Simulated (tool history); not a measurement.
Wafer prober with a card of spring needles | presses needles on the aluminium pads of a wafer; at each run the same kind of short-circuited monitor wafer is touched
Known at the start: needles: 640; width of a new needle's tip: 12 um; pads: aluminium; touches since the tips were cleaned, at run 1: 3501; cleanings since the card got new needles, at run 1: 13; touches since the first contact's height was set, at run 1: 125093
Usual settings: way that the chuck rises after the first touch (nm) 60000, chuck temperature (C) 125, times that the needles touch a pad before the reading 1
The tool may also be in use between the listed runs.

run,hour,way that the chuck rises after the first touch (nm),chuck temperature (C),times that the needles touch a pad before the reading,touches since the tips were cleaned,cleanings since the card got new needles,touches since the first contact's height was set,resistance of one needle with its contact and lead (mohm),way that a needle slides on the pad (nm)
1,0.0,60000,125,1,3501,13,125093,282,8860
2,9.1,60000,125,1,6773,13,128365,302,8910
# hour 14.2: tips cleaned on abrasive film
3,15.4,60000,125,1,442,14,130587,233,8850
4,21.1,60000,125,1,2480,14,132625,262,8860
5,27.2,60000,125,1,4636,14,134781,284,8900
# hour 37.8: tips cleaned on abrasive film
6,37.8,60000,125,1,12,15,138566,221,8820
7,47.2,60000,125,1,3365,15,141919,275,8870
8,55.7,60000,125,1,6401,15,144955,299,8830
# hour 61.4: tips cleaned on abrasive film
9,61.4,60000,125,1,0,16,146952,225,8800
10,69.9,60000,125,2,3053,16,150005,250,8840
11,77.6,60000,125,2,5819,16,152771,266,8810
# hour 85.0: tips cleaned on abrasive film
12,85.1,60000,63,1,44,17,155411,211,8800
13,95.6,60000,63,1,3820,17,159187,269,8780
14,103.1,60000,63,1,6506,17,161873,291,8810
# hour 108.5: tips cleaned on abrasive film
15,112.6,60000,63,1,1478,18,165230,239,8780
16,121.8,63000,85,1,4761,18,168513,272,9250
# hour 132.0: tips cleaned on abrasive film
17,132.3,60000,34,1,126,19,172244,209,8820
18,139.5,71000,125,1,2689,19,174807,257,10450
19,147.1,58000,29,2,5424,19,177542,251,8510
20,154.3,71000,62,2,7995,19,180113,244,10410
# hour 155.3: tips cleaned on abrasive film
21,160.2,71000,62,2,1752,20,182194,219,10430
22,168.5,60000,101,3,4730,20,185172,239,8760
23,176.7,42000,61,3,7667,20,188109,277,6060
# hour 178.9: tips cleaned on abrasive film
24,185.8,56000,61,1,2463,21,191304,265,8140
25,191.5,66000,29,2,4537,21,193378,239,9680
26,197.1,55000,125,2,6543,21,195384,277,8010
# hour 202.5: tips cleaned on abrasive film
27,206.0,41000,42,2,1250,22,198511,250,5900
28,215.9,41000,42,2,4791,22,202052,307,5810
# hour 225.9: tips cleaned on abrasive film
29,226.0,61000,125,1,47,23,205646,225,8860

How the hidden state differs across the entries between the runs, from the last listed run before each to the first after it:
Between runs 2 and 3: tips cleaned on abrasive film (hour 14.2)
  debris on the tips, nm: 70.3 -> 13.9; way that the needles fall short of the set height, um: 1.26 -> 1.37; tips' diameter, um: 12.44 -> 12.48
  measured less the result without the state, resistance of one needle with its contact and lead (mohm): +85 -> +18; way that a needle slides on the pad (nm): -190 -> -210
Between runs 5 and 6: tips cleaned on abrasive film (hour 37.8)
  debris on the tips, nm: 56.4 -> 5.9; way that the needles fall short of the set height, um: 1.37 -> 1.49; tips' diameter, um: 12.48 -> 12.52
  measured less the result without the state, resistance of one needle with its contact and lead (mohm): +68 -> +8; way that a needle slides on the pad (nm): -210 -> -230
Between runs 8 and 9: tips cleaned on abrasive film (hour 61.4)
  debris on the tips, nm: 64.9 -> 6.2; way that the needles fall short of the set height, um: 1.49 -> 1.6; tips' diameter, um: 12.52 -> 12.56
  measured less the result without the state, resistance of one needle with its contact and lead (mohm): +82 -> +9; way that a needle slides on the pad (nm): -230 -> -240
Between runs 11 and 12: tips cleaned on abrasive film (hour 85.0)
  debris on the tips, nm: 63.1 -> 6.3; way that the needles fall short of the set height, um: 1.6 -> 1.69; tips' diameter, um: 12.56 -> 12.59
  measured less the result without the state, resistance of one needle with its contact and lead (mohm): +48 -> +10; way that a needle slides on the pad (nm): -240 -> -260
Between runs 14 and 15: tips cleaned on abrasive film (hour 108.5)
  debris on the tips, nm: 66.6 -> 26.2; way that the needles fall short of the set height, um: 1.69 -> 1.78; tips' diameter, um: 12.59 -> 12.62
  measured less the result without the state, resistance of one needle with its contact and lead (mohm): +91 -> +38; way that a needle slides on the pad (nm): -250 -> -270
Between runs 16 and 17: tips cleaned on abrasive film (hour 132.0)
  debris on the tips, nm: 55.7 -> 10.4; way that the needles fall short of the set height, um: 1.78 -> 1.87; tips' diameter, um: 12.62 -> 12.65
  measured less the result without the state, resistance of one needle with its contact and lead (mohm): +69 -> +17; way that a needle slides on the pad (nm): -270 -> -280
Between runs 20 and 21: tips cleaned on abrasive film (hour 155.3)
  debris on the tips, nm: 72.3 -> 31.5; way that the needles fall short of the set height, um: 1.87 -> 1.95; tips' diameter, um: 12.65 -> 12.68
  measured less the result without the state, resistance of one needle with its contact and lead (mohm): +47 -> +21; way that a needle slides on the pad (nm): -280 -> -290
Between runs 23 and 24: tips cleaned on abrasive film (hour 178.9)
  debris on the tips, nm: 71.3 -> 37.9; way that the needles fall short of the set height, um: 1.95 -> 2.02; tips' diameter, um: 12.68 -> 12.71
  measured less the result without the state, resistance of one needle with its contact and lead (mohm): +69 -> +61; way that a needle slides on the pad (nm): -290 -> -300
Between runs 26 and 27: tips cleaned on abrasive film (hour 202.5)
  debris on the tips, nm: 66.4 -> 24; way that the needles fall short of the set height, um: 2.02 -> 2.14; tips' diameter, um: 12.71 -> 12.75
  measured less the result without the state, resistance of one needle with its contact and lead (mohm): +60 -> +44; way that a needle slides on the pad (nm): -310 -> -330
Between runs 28 and 29: tips cleaned on abrasive film (hour 225.9)
  debris on the tips, nm: 56.5 -> 5.2; way that the needles fall short of the set height, um: 2.14 -> 2.22; tips' diameter, um: 12.75 -> 12.78
  measured less the result without the state, resistance of one needle with its contact and lead (mohm): +100 -> +8; way that a needle slides on the pad (nm): -330 -> -340
